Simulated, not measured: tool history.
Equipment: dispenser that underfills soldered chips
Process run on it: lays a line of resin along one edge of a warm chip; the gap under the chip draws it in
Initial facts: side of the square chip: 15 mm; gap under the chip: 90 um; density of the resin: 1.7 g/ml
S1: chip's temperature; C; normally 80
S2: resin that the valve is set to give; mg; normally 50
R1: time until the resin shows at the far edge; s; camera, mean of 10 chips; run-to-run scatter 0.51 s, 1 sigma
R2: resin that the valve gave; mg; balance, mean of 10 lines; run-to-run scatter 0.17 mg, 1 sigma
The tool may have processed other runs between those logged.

run	hour	S1	S2	R1	R2
1	0	80	50	71.3	48.26
# hour 2.2: dispensing valve cleaned and set on the balance
# hour 6.8: new syringe of resin
2	14.4	91	50	46.4	49.62
# hour 18.6: new syringe of resin
3	24.5	80	46.7	68.1	46.2
# hour 31.2: new syringe of resin
4	31.9	80	60.6	47.5	59.75
# hour 43.4: new syringe of resin
5	46.8	80	60.6	56.4	58.95
# hour 55.3: new syringe of resin
6	55.3	80	55.5	45	53.75
# hour 66.9: dispensing valve cleaned and set on the balance
7	66.9	80	55.5	90.7	55.64
# hour 68.4: new syringe of resin
8	78.3	80	55.5	89.6	55.22
# hour 80.6: new syringe of resin
9	86.4	80	55.5	67.4	54.71
# hour 92.5: new syringe of resin
10	94.2	79	55.5	53	54.6
# hour 104.6: new syringe of resin
11	107.4	80	50	55	48.86
# hour 117.1: new syringe of resin
12	117.7	83	50	42.7	48.82
# hour 129.7: new syringe of resin
# hour 132.5: dispensing valve cleaned and set on the balance
13	132.5	83	50	45.2	49.84
14	139.3	83	50	71.9	49.58
# hour 142.5: new syringe of resin
15	149.1	83	50	66	49.02
# hour 154.2: new syringe of resin
16	160.1	70	58	107.6	56.84
# hour 166.4: new syringe of resin
17	169.1	73	52.2	79.2	50.97
# hour 178.2: new syringe of resin
18	179.6	80	50	52.8	48.39
# hour 191.1: new syringe of resin
19	193.1	67	46.3	108.7	44.37
# hour 197.7: dispensing valve cleaned and set on the balance
# hour 204.3: new syringe of resin
20	208.2	82	61.9	55	61.5
# hour 216.4: new syringe of resin
21	217.7	73	53.1	72.4	52.88
22	225.2	80	55.6	85.1	54.66
# hour 228.7: new syringe of resin
23	232.4	70	44.8	100.6	43.9
# hour 240.9: new syringe of resin
24	243.9	66	50.5	114.9	49.11
# hour 253.9: new syringe of resin
25	256.8	66	50.5	114.7	48.52
# hour 262.4: dispensing valve cleaned and set on the balance
26	266	66	50.5	194.5	50.44
# hour 267.5: new syringe of resin
27	272.7	88	63.2	45.5	62.9
# hour 279.8: new syringe of resin
28	285	80	47.9	69.4	47.58
# hour 291.9: new syringe of resin
29	299.6	89	53.4	52.9	52.41
# hour 304.3: new syringe of resin
30	312.4	81	48.9	77.8	47.47

Some steps in R1 between neighbouring runs. How much of each would the tool show without its hidden state too (settings, what came in, random variation), and how much is left for the hidden state, with any gauge scatter that isn't in both results?
Hidden state present: resin's viscosity, % of fresh resin's; dose that the valve gives, % of what is set; true chip temperature over the reading, C; drift of the gauge itself on fill_s, %; drift of the gauge itself on given_mg, %.
Run 6 -> 7: dispensing valve cleaned and set on the balance. R1 +45.7 s: hidden state +45.3, all else +0.4.
Run 18 -> 19: S1 80 -> 67, S2 50 -> 46.3, new syringe of resin. R1 +55.9 s: hidden state +18.7, all else +37.2.
Run 25 -> 26: dispensing valve cleaned and set on the balance. R1 +79.8 s: hidden state +80.1, all else -0.3.
Run 26 -> 27: S1 66 -> 88, S2 50.5 -> 63.2, new syringe of resin. R1 -149 s: hidden state -97.8, all else -51.2.
